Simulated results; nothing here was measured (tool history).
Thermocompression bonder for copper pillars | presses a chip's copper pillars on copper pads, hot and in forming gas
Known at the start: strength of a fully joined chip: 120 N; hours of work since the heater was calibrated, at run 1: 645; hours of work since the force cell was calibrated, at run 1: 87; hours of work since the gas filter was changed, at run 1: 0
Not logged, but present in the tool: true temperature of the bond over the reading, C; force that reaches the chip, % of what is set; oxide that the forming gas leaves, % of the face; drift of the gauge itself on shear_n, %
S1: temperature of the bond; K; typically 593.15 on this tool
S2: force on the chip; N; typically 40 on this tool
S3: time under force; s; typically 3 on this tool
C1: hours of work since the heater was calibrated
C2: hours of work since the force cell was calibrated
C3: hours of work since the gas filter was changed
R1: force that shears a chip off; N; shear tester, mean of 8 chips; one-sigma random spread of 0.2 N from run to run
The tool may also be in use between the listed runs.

| run | hour | S1 | S2 | S3 | C1 | C2 | C3 | R1 |
|---|---|---|---|---|---|---|---|---|
| 1 | 0.0 | 593.15 | 40 | 3 | 645 | 87 | 0 | 77.1 |
| 2 | 51.3 | 593.15 | 40 | 3 | 680 | 123 | 35 | 77.4 |
| 3 | 78.8 | 593.15 | 40 | 3 | 699 | 141 | 54 | 77.4 |
| 4 | 111.2 | 593.15 | 40 | 3 | 721 | 164 | 76 | 76.8 |
| 5 | 145.8 | 593.15 | 40 | 3 | 745 | 187 | 100 | 76.8 |
| 6 | 188.0 | 593.15 | 40 | 6 | 774 | 216 | 129 | 90.9 |
| 7 | 212.4 | 593.15 | 40 | 6 | 791 | 233 | 146 | 90.7 |
|  | 226.7 | heater calibrated with a thermocouple chip |
| 8 | 268.0 | 593.15 | 40 | 6 | 28 | 270 | 182 | 88.2 |
|  | 298.1 | forming gas filter changed |
| 9 | 307.0 | 593.15 | 40 | 6 | 55 | 296 | 6 | 90.6 |
| 10 | 344.5 | 593.15 | 40 | 6 | 80 | 322 | 32 | 90.9 |
| 11 | 388.8 | 593.15 | 40 | 6 | 111 | 352 | 62 | 90.5 |
| 12 | 440.0 | 593.15 | 44 | 3 | 146 | 387 | 97 | 80.7 |
| 13 | 474.3 | 598.15 | 28 | 3 | 169 | 411 | 121 | 58.8 |
| 14 | 509.5 | 598.15 | 28 | 3 | 193 | 435 | 145 | 58.8 |
| 15 | 535.2 | 601.15 | 35 | 4 | 211 | 452 | 162 | 78.8 |
| 16 | 579.2 | 609.15 | 30 | 2 | 241 | 483 | 193 | 60.6 |
|  | 595.1 | forming gas filter changed |
| 17 | 615.6 | 610.15 | 35 | 3 | 266 | 507 | 14 | 80.6 |
| 18 | 656.9 | 618.15 | 40 | 5 | 294 | 535 | 42 | 101.3 |
| 19 | 704.0 | 618.15 | 40 | 5 | 326 | 568 | 75 | 101.6 |
| 20 | 728.1 | 593.15 | 40 | 5 | 343 | 584 | 91 | 88.1 |
| 21 | 762.7 | 593.15 | 33 | 3 | 367 | 608 | 115 | 66.0 |
| 22 | 795.4 | 576.15 | 58 | 5 | 389 | 630 | 137 | 96.3 |
| 23 | 832.9 | 570.15 | 42 | 2 | 415 | 656 | 163 | 55.6 |

Consider 3 possible next runs. They are alternatives, not a sequence: every one starts from the tool as it was left by run 23. What does each give?
| A | 854.7 | 612.15 | 37 | 3 | 430 | 671 | 178 | ? |
| B | 854.7 | 620.15 | 28 | 2 | 430 | 671 | 178 | ? |
| C | 854.7 | 587.15 | 58 | 4 | 430 | 671 | 178 | ? |

| run | R1 |
|---|---|
| A | 83.7 |
| B | 64.5 |
| C | 97.6 |
With the hidden condition removed and each run's random variation left untouched, the same runs would have given:
| run | R1 |
|---|---|
| A | 82.9 |
| B | 63.3 |
| C | 97.6 |
